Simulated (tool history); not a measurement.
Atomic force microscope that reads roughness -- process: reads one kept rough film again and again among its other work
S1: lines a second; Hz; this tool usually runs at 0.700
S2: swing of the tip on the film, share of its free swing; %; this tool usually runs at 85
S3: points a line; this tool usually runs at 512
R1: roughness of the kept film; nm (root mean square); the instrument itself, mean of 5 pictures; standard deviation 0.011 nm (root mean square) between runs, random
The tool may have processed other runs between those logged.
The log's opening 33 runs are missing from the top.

run,day,S1,S2,S3,R1
34,9.079,0.654,60,403,2.706
35,9.350,0.654,60,403,2.716
# day 9.404: new tip fitted
36,9.688,3.582,85,316,2.133
37,9.950,0.700,76,272,2.648
38,10.308,0.700,85,328,2.610
39,10.629,0.700,85,328,2.589
40,10.904,0.700,85,328,2.599
41,11.108,1.400,90,448,2.432
42,11.338,0.792,85,512,2.605
43,11.596,0.700,74,664,2.666
44,11.983,0.700,74,664,2.678
45,12.217,1.408,56,333,2.692
46,12.571,2.479,85,473,2.295
47,12.779,1.368,58,462,2.683
48,12.954,0.700,78,512,2.649
49,13.192,0.700,78,512,2.655
50,13.458,0.700,78,512,2.638
51,13.642,0.700,78,512,2.647
52,13.933,0.700,66,318,2.679

Branching from run 52: 3 alternative next runs. What would each branch give?
A,14.279,0.916,85,841,?
B,14.279,3.881,85,705,?
C,14.279,0.700,72,762,?

run,R1
A,2.578
B,2.093
C,2.656
With the hidden condition removed and each run's random variation left untouched, the same runs would have given:
run,R1
A,2.582
B,2.096
C,2.660

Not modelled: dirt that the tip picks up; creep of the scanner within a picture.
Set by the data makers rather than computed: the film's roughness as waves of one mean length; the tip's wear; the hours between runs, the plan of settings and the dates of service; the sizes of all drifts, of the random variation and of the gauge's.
